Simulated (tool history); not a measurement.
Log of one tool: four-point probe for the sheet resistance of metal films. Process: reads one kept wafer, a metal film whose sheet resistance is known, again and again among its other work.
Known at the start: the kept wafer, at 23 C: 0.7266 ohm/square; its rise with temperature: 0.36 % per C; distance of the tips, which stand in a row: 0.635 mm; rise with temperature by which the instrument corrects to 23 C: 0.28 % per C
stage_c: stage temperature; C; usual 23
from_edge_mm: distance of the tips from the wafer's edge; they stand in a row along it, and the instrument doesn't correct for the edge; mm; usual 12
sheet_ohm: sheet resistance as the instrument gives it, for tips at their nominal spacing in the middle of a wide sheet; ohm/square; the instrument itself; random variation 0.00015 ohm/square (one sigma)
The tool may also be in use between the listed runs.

Run 1, hour 0: usual settings. Result: sheet_ohm 0.723801 ohm/square.
Run 2, hour 24.5: usual settings but from_edge_mm 22 mm. Result: sheet_ohm 0.723457 ohm/square.
Run 3, hour 71.5: usual settings but stage_c 26 C. Result: sheet_ohm 0.725379 ohm/square.
Run 4, hour 98.8: usual settings but stage_c 26 C. Result: sheet_ohm 0.725544 ohm/square.
Run 5, hour 123.9: usual settings but stage_c 26 C. Result: sheet_ohm 0.725625 ohm/square.
Run 6, hour 157.3: usual settings. Result: sheet_ohm 0.723392 ohm/square.
Run 7, hour 183.1: usual settings. Result: sheet_ohm 0.723615 ohm/square.
Run 8, hour 204.1: usual settings but stage_c 19 C. Result: sheet_ohm 0.721216 ohm/square.
Run 9, hour 224.4: usual settings but stage_c 21 C. Result: sheet_ohm 0.722305 ohm/square.
Run 10, hour 245.9: usual settings but stage_c 21 C. Result: sheet_ohm 0.722513 ohm/square.
Run 11, hour 278.7: usual settings but stage_c 21 C. Result: sheet_ohm 0.722031 ohm/square.
Run 12, hour 298.8: usual settings but stage_c 35 C. Result: sheet_ohm 0.730472 ohm/square.
Run 13, hour 334.9: usual settings but stage_c 35 C. Result: sheet_ohm 0.730069 ohm/square.
Run 14, hour 370.7: usual settings but stage_c 35 C. Result: sheet_ohm 0.729956 ohm/square.
Run 15, hour 390.9: usual settings but stage_c 31 C. Result: sheet_ohm 0.727894 ohm/square.
Run 16, hour 426.2: usual settings. Result: sheet_ohm 0.723199 ohm/square.
Run 17, hour 457.3: usual settings. Result: sheet_ohm 0.723056 ohm/square.
Run 18, hour 500: usual settings. Result: sheet_ohm 0.723094 ohm/square.
Run 19, hour 546.2: usual settings. Result: sheet_ohm 0.722868 ohm/square.
Run 20, hour 573.6: usual settings but stage_c 26 C. Result: sheet_ohm 0.724701 ohm/square.
Run 21, hour 594.6: usual settings but stage_c 26 C. Result: sheet_ohm 0.724596 ohm/square.
Run 22, hour 630.4: usual settings but stage_c 26 C. Result: sheet_ohm 0.724468 ohm/square.

Forecast run 23:
Run 23, hour 669.9: usual settings but stage_c 26 C. Result: sheet_ohm ?.

Run 23 gave sheet_ohm 0.724406 ohm/square.
Without the tool's hidden state the same run would have given sheet_ohm 0.729486 ohm/square.
